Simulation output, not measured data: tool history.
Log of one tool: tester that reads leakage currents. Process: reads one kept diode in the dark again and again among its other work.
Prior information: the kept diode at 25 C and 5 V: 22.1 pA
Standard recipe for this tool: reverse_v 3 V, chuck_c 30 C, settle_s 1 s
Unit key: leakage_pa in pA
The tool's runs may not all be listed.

run,hour,reverse_v,chuck_c,settle_s,leakage_pa
1,0,3,30,1,37.11
2,57.6,3,30,1,37.4
3,128.3,10.12,30,1,74.4
4,180.9,10.12,30,1,75.71
5,219.6,10.12,30,1,76.33
# hour 227.7: tester calibrated
6,267.7,10.12,30,1,76.52
7,349.2,10.12,30,1,77.62
# hour 367.4: probe card cleaned and baked
8,410.7,3,30,1,30.03
9,482.7,14.05,53,0.9,239.84
10,551.9,14.05,53,4.84,237.61
11,628.7,1.29,52,4.84,92.05
# hour 690.6: tester calibrated, once more
12,703.2,3,36,4.08,45.94
13,743.1,3,36,4.08,46.5
14,809.7,1.28,30,7.78,22.56
15,871.2,1.28,30,7.78,22.71

Forecast each of these 3 alternatives for the next run:
A,957.3,6.93,30,1,?
B,957.3,7.1,30,1,?
C,957.3,4.11,32,7.78,?

run,leakage_pa
A,46.51
B,47.19
C,41.4
Had the tool no hidden state, the same runs would have come out as:
run,leakage_pa
A,37.36
B,37.85
C,34.09

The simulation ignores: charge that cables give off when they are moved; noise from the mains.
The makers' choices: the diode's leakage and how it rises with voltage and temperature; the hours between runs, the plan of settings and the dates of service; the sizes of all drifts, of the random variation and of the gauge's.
